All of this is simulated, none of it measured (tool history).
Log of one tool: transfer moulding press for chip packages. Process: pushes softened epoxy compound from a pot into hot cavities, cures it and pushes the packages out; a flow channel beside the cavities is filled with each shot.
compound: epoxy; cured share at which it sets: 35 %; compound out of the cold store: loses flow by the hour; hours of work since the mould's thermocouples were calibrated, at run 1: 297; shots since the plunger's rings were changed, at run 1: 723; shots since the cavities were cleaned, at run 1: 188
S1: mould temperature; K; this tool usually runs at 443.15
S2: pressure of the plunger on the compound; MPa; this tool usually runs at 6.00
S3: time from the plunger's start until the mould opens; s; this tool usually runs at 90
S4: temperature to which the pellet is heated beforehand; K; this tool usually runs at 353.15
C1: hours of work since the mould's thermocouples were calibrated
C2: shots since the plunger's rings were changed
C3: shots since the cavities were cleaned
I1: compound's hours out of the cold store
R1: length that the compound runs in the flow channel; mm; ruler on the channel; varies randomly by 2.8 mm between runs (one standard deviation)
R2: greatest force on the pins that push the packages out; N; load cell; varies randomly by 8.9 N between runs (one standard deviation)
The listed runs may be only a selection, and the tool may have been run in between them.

run,hour,S1,S2,S3,S4,C1,C2,C3,I1,R1,R2
1,0.0,443.15,6.00,90,353.15,297,723,188,8.2,1020,495
2,12.6,443.15,6.00,90,357.15,307,930,395,28.6,952,548
3,28.7,443.15,6.00,90,357.15,319,1196,661,39.2,921,624
# hour 34.1: cavities cleaned with cleaning compound and waxed
4,39.3,443.15,6.00,90,353.15,326,1346,85,16.6,985,446
5,54.0,443.15,6.00,90,353.15,337,1589,328,28.2,947,546
6,69.2,443.15,6.00,90,353.15,349,1838,577,24.5,960,585
# hour 79.1: cavities cleaned with cleaning compound and waxed
7,87.2,443.15,6.00,90,353.15,361,2110,134,27.0,946,467
8,99.8,443.15,6.00,90,351.15,371,2319,343,21.0,960,535
9,117.2,443.15,6.00,90,351.15,384,2605,629,8.4,996,647
# hour 123.9: cavities cleaned with cleaning compound and waxed
10,128.6,443.15,6.00,90,351.15,391,2767,76,14.3,978,452
11,144.2,443.15,6.00,90,351.15,403,3024,333,43.5,903,505
12,157.2,443.15,6.00,90,353.15,413,3239,548,35.3,920,597
# hour 169.2: cavities cleaned with cleaning compound and waxed
13,169.2,443.15,6.00,90,353.15,421,3412,0,46.5,892,394
14,178.2,443.15,6.00,90,353.15,428,3559,147,45.9,887,444
15,187.3,443.15,4.75,75,353.15,435,3710,298,18.9,852,801
16,198.6,443.15,6.90,128,353.15,443,3897,485,33.8,985,461
17,207.5,443.15,6.83,128,344.15,450,4043,631,25.0,999,475
# hour 214.8: cavities cleaned with cleaning compound and waxed
# hour 218.7: plunger's sealing rings changed
18,221.7,447.15,6.63,90,353.15,458,49,72,13.2,1037,365
19,234.6,447.15,5.98,105,353.15,467,261,284,22.0,959,417
20,243.6,438.15,5.75,105,355.15,474,410,433,36.2,947,556
21,258.6,438.15,6.28,76,345.15,486,657,680,17.2,1040,1431
# hour 262.4: cavities cleaned with cleaning compound and waxed
22,272.5,440.15,5.00,113,348.15,495,861,166,28.8,888,426
23,286.7,440.15,5.00,113,348.15,506,1095,400,19.3,908,503
24,296.7,440.15,5.00,113,348.15,513,1259,564,37.3,861,504
# hour 308.2: cavities cleaned with cleaning compound and waxed
25,308.2,448.15,6.57,110,359.15,521,1424,0,20.8,996,323
26,323.6,443.15,6.00,116,353.15,532,1678,254,27.9,954,400
27,333.2,443.15,6.00,90,353.15,540,1836,412,27.6,951,537
28,343.4,450.15,6.00,90,353.15,547,2004,580,10.2,972,507

Below are 3 alternative next runs, each starting from the tool's condition after run 28. Predict each:
# hour 353.1: cavities cleaned with cleaning compound and waxed
A,356.1,449.15,7.28,90,354.15,556,2189,49,26.2,?,?
# hour 353.1: cavities cleaned with cleaning compound and waxed
B,356.1,443.15,6.00,90,356.15,556,2189,49,27.9,?,?
# hour 353.1: cavities cleaned with cleaning compound and waxed
C,356.1,450.15,6.00,96,353.15,556,2189,49,33.5,?,?

run,R1,R2
A,1024,347
B,949,411
C,910,339
Had the tool no hidden state, the same runs would have come out as:
run,R1,R2
A,1044,326
B,968,389
C,928,318

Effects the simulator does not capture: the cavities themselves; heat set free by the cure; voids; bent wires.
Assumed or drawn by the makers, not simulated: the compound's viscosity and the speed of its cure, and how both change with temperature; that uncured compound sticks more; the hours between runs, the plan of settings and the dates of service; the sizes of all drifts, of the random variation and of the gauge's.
